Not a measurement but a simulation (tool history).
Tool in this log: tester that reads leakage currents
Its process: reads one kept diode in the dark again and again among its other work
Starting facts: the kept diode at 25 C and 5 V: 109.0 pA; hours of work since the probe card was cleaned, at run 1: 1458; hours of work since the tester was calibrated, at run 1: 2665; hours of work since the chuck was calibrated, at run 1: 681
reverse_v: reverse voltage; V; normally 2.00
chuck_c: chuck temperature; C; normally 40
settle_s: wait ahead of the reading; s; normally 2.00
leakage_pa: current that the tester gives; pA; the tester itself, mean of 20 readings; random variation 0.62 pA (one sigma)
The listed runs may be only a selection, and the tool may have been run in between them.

run,day,reverse_v,chuck_c,settle_s,hours of work since the probe card was cleaned,hours of work since the tester was calibrated,hours of work since the chuck was calibrated,leakage_pa
1,0.000,2.00,40,2.00,1458,2665,681,201.52
2,5.554,2.00,40,2.00,1553,2760,775,199.88
# day 8.675: chuck's temperature calibrated
3,14.467,2.00,40,2.00,1702,2909,98,207.92
4,22.696,2.00,40,2.00,1842,3049,238,205.64
5,32.408,2.00,40,2.00,2007,3214,403,204.04
6,43.350,2.00,40,2.00,2193,3400,589,202.10
7,52.458,2.00,40,2.00,2347,3554,743,200.52
# day 53.512: probe card cleaned and baked
# day 57.467: chuck's temperature calibrated
8,60.092,2.00,23,2.00,110,3680,45,63.26
# day 62.696: tester calibrated
9,71.275,2.00,23,2.00,299,146,233,63.07
10,81.762,2.00,23,2.00,477,324,411,63.03
# day 84.079: probe card cleaned and baked, once more
11,87.633,2.00,28,2.00,60,421,509,82.40
12,92.925,2.00,28,2.00,150,511,598,82.25
13,99.092,2.00,28,2.00,255,616,703,80.99
14,104.083,2.00,40,2.00,340,700,788,194.84
# day 106.375: chuck's temperature calibrated
15,110.475,2.00,40,9.88,447,808,70,205.37
16,118.092,2.00,40,9.88,576,937,199,204.46
17,123.804,2.00,40,2.00,673,1034,296,203.21
18,128.512,2.00,40,2.00,753,1114,376,201.65
19,139.579,2.00,40,2.00,941,1302,564,201.04
20,150.658,5.19,40,2.00,1129,1490,752,321.96
# day 155.150: chuck's temperature calibrated
21,161.433,5.15,40,6.41,1310,1671,107,334.44
22,172.325,5.15,32,6.08,1495,1856,292,189.68
23,183.333,5.15,32,6.08,1682,2043,478,188.87
24,188.512,5.15,32,6.08,1770,2131,566,187.27
25,198.700,5.15,32,6.08,1943,2304,739,185.84
# day 203.504: chuck's temperature calibrated
26,205.025,4.91,40,8.44,2049,2410,26,331.14
27,210.425,1.57,40,1.87,2141,2501,117,183.96
28,221.571,1.49,58,1.19,2330,2691,307,572.66
# day 223.550: probe card cleaned and baked
29,232.108,10.62,40,2.06,145,2867,483,461.38
30,236.650,10.62,40,2.06,222,2945,561,462.11
31,244.621,10.62,40,2.06,358,3080,696,455.05
# day 252.488: chuck's temperature calibrated
32,253.725,1.08,38,2.00,511,3233,21,129.77
33,259.217,1.46,40,2.00,604,3326,114,174.19
34,263.867,2.00,46,4.25,683,3405,193,302.69
35,269.550,2.00,40,0.41,779,3502,290,201.60
36,279.538,1.69,40,0.43,949,3671,459,182.39
# day 282.971: tester calibrated
37,289.854,1.69,45,8.84,1123,117,633,259.23
38,297.196,2.07,51,3.38,1247,241,758,422.43

Run 39 has not been measured yet. What should we expect?
# day 301.338: chuck's temperature calibrated
39,304.262,1.13,24,0.64,1366,360,50,?

For run 39 the tool returned leakage_pa 50.23 pA.
Minus the tool's unlogged condition, the same run would have read leakage_pa 48.22 pA.

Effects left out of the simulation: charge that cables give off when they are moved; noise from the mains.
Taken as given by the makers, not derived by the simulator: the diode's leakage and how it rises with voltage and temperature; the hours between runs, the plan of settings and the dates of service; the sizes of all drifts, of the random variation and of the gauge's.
